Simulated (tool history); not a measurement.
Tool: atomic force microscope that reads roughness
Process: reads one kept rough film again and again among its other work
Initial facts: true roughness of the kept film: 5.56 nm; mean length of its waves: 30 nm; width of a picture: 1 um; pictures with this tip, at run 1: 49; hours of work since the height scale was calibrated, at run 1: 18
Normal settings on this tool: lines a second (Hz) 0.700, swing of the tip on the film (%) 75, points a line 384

run,hour,lines a second (Hz),swing of the tip on the film (%),points a line,pictures with this tip,hours of work since the height scale was calibrated,roughness of the kept film (nm (root mean square))
1,0.0,0.700,75,384,49,18,4.053
2,14.7,0.700,75,384,74,28,3.935
3,24.7,0.700,75,384,91,34,3.849
4,39.3,0.700,75,384,115,44,3.764
5,60.9,0.700,75,384,152,57,3.602
6,75.1,0.700,75,384,176,66,3.488
7,92.8,0.700,75,384,206,78,3.377
8,103.5,0.700,75,384,224,84,3.315
9,126.6,0.700,75,384,263,99,3.157
10,141.2,0.700,75,384,288,109,3.093
11,159.8,0.700,75,384,319,120,2.998
12,184.2,0.700,75,384,360,136,2.864
# hour 186.0: new tip fitted
13,195.6,0.700,75,384,17,143,4.319
14,217.3,0.700,75,384,53,157,4.051
15,232.8,0.700,75,384,79,167,3.969
16,255.2,0.700,75,384,117,181,3.780
17,277.5,0.700,75,384,155,195,3.601
18,301.4,1.111,77,656,195,210,3.289
19,313.4,1.111,77,656,216,218,3.217
20,328.1,2.084,59,1004,240,227,3.268
21,347.0,2.084,59,1004,272,239,3.134
22,370.3,2.084,59,404,312,254,3.010
23,389.2,0.981,62,474,344,266,2.999
# hour 400.6: new tip fitted
24,404.0,1.087,75,540,6,275,4.282
25,423.5,1.087,75,540,39,288,4.058
26,443.8,1.895,57,1022,73,301,4.026
27,457.2,1.895,58,336,96,309,3.873
28,475.0,0.776,67,336,126,321,3.784
29,488.6,0.776,67,336,149,329,3.656
30,502.1,0.757,67,562,171,338,3.601
31,524.3,0.757,67,562,209,352,3.459

Hidden condition of the tool, last listed run before each entry between runs versus first listed run after:
In the gap between runs 12 and 13: new tip fitted (hour 186.0)
  radius of the tip, nm: 33.2 -> 8.2; height scale over the true one, %: 0.08 -> 0.09
  measured value less the no-hidden-state value, roughness of the kept film (nm (root mean square)): -1.563 -> -0.105
In the gap between runs 23 and 24: new tip fitted (hour 400.6)
  radius of the tip, nm: 31.7 -> 7.8
  measured value less the no-hidden-state value, roughness of the kept film (nm (root mean square)): -1.534 -> -0.062
